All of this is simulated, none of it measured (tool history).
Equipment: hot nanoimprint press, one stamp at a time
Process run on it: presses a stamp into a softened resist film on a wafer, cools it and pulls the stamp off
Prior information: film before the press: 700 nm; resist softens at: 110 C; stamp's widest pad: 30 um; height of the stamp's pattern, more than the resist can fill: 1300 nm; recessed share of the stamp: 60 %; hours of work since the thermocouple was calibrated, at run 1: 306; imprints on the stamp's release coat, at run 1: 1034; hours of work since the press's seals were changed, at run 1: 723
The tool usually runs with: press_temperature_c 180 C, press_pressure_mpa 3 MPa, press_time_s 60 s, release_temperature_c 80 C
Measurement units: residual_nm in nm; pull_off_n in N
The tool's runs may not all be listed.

run	hour	press_temperature_c	press_pressure_mpa	press_time_s	release_temperature_c	hours of work since the thermocouple was calibrated	imprints on the stamp's release coat	hours of work since the press's seals were changed	residual_nm	pull_off_n
1	0	180	3	60	80	306	1034	723	299.4	243
# hour 26.7: stamp cleaned and given a new release coat
# hour 57.5: plate thermocouple calibrated
2	79.3	180	3	60	80	11	102	760	281.9	175
3	162.4	180	3	60	80	55	274	803	283	180
4	218.7	180	3	60	80	84	390	832	287.4	188
5	264.3	180	3	60	80	108	484	856	290.5	197
6	337.8	180	3	60	80	146	635	894	293.8	208
7	411	180	3	101	80	185	786	933	237.7	217
8	500.5	180	3	101	80	231	971	979	243.1	243
# hour 560.4: stamp cleaned and given a new release coat
9	571.1	170	3	60	80	265	22	1013	479.5	170
# hour 632.3: press's hydraulic seals changed and the load cell set to zero
10	665.8	170	3	60	80	310	201	18	466.8	184
# hour 709.9: plate thermocouple calibrated
11	711.1	170	3	60	80	1	288	40	436.9	183
12	764.3	180	3	60	80	28	398	67	266.4	188
13	848.4	180	3	60	80	72	572	111	271	201
14	914	180	3	60	80	107	707	146	273.1	217
15	953.9	180	3	60	80	127	789	166	277.4	216
16	999.6	180	3	60	80	151	884	190	280.6	221
17	1052.1	175	2.5	69	86	179	992	218	365.8	195
# hour 1103.5: stamp cleaned and given a new release coat
18	1132.9	173	4.74	69	83	218	60	257	319.5	156

Run 19 comes next. What will it give?
19	1188.3	180	3	67	80	247	175	286	?	?

residual_nm: 273 nm
pull_off_n: 168 N
Had the tool carried no hidden state, the very same run would have given residual_nm 257.4 nm, pull_off_n 153 N.
